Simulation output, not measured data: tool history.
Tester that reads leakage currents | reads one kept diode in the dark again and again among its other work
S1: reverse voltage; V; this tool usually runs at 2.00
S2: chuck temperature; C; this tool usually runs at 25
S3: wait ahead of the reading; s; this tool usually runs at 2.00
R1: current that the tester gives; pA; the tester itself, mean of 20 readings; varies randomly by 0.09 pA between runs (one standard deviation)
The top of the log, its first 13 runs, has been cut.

{"run": 14, "day": 24.079, "S1": 18.15, "S2": 25, "S3": 8.63, "R1": 71.56}
{"run": 15, "day": 26.354, "S1": 16.32, "S2": 25, "S3": 2.0, "R1": 69.17}
{"run": 16, "day": 27.533, "S1": 16.32, "S2": 25, "S3": 2.0, "R1": 69.15}
{"run": 17, "day": 29.717, "S1": 2.0, "S2": 25, "S3": 2.0, "R1": 21.68}
{"run": 18, "day": 31.175, "S1": 1.87, "S2": 23, "S3": 1.23, "R1": 17.91}
{"day": 31.438, "done": "tester calibrated"}
{"run": 19, "day": 32.346, "S1": 1.87, "S2": 23, "S3": 1.23, "R1": 17.73}
{"run": 20, "day": 33.725, "S1": 19.56, "S2": 22, "S3": 1.08, "R1": 62.55}
{"run": 21, "day": 35.546, "S1": 19.56, "S2": 34, "S3": 0.35, "R1": 165.0}
{"day": 35.767, "done": "chuck's temperature calibrated"}
{"run": 22, "day": 36.704, "S1": 2.0, "S2": 38, "S3": 1.18, "R1": 57.0}
{"run": 23, "day": 39.1, "S1": 16.71, "S2": 48, "S3": 2.9, "R1": 376.81}
{"run": 24, "day": 40.725, "S1": 14.02, "S2": 35, "S3": 7.41, "R1": 126.61}
{"run": 25, "day": 42.483, "S1": 14.02, "S2": 35, "S3": 7.41, "R1": 127.46}
{"run": 26, "day": 44.433, "S1": 14.02, "S2": 31, "S3": 0.44, "R1": 100.13}
{"run": 27, "day": 46.683, "S1": 1.48, "S2": 24, "S3": 2.81, "R1": 15.36}
{"run": 28, "day": 49.067, "S1": 19.14, "S2": 24, "S3": 2.81, "R1": 65.5}
{"day": 50.721, "done": "chuck's temperature calibrated, once more"}
{"run": 29, "day": 50.804, "S1": 1.63, "S2": 24, "S3": 2.81, "R1": 21.08}
{"run": 30, "day": 52.55, "S1": 9.54, "S2": 28, "S3": 4.75, "R1": 76.73}
{"run": 31, "day": 55.038, "S1": 9.54, "S2": 28, "S3": 4.75, "R1": 76.36}
{"run": 32, "day": 56.675, "S1": 2.84, "S2": 50, "S3": 0.49, "R1": 215.12}
{"run": 33, "day": 57.825, "S1": 2.84, "S2": 50, "S3": 0.49, "R1": 214.03}
{"run": 34, "day": 60.412, "S1": 2.0, "S2": 25, "S3": 2.0, "R1": 25.64}

Below are 4 alternative next runs, each starting from the tool's condition after run 34. Predict each:
{"run": "A", "day": 62.188, "S1": 10.26, "S2": 27, "S3": 0.33, "R1": "?"}
{"run": "B", "day": 62.188, "S1": 2.0, "S2": 48, "S3": 2.0, "R1": "?"}
{"run": "C", "day": 62.188, "S1": 1.82, "S2": 25, "S3": 1.0, "R1": "?"}
{"run": "D", "day": 62.188, "S1": 2.0, "S2": 34, "S3": 2.0, "R1": "?"}

run=A R1=80.42
run=B R1=151.87
run=C R1=24.52
run=D R1=52.52
Take away the tool's hidden state, keep each run's random variation, and the runs would have read:
run=A R1=76.40
run=B R1=152.00
run=C R1=23.89
run=D R1=52.01
